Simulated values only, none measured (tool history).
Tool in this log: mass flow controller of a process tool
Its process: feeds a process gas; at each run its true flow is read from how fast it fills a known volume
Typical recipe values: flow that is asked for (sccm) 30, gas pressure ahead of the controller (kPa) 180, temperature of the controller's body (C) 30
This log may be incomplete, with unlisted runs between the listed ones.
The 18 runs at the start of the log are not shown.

run,hour,flow that is asked for (sccm),gas pressure ahead of the controller (kPa),temperature of the controller's body (C),true flow (%)
19,3074.0,51,188,30,101.43
20,3282.4,30,233,28,101.01
21,3464.4,12,221,30,101.25
22,3576.8,44,180,34,102.04
23,3773.2,69,195,25,101.25
24,3901.2,69,195,25,101.16
25,3993.9,84,258,21,101.23
26,4218.3,51,258,25,101.46
27,4327.1,51,223,25,101.37
28,4539.6,30,239,21,100.72
29,4684.4,71,180,30,102.11
# hour 4829.1: gauge calibrated
30,4876.3,71,180,30,100.34
31,5046.2,30,180,35,100.47

What will run 32 give?
32,5225.6,30,141,30,?

true flow (%): 99.96
Without the tool's hidden state the same run would have given true flow (%) 99.80.
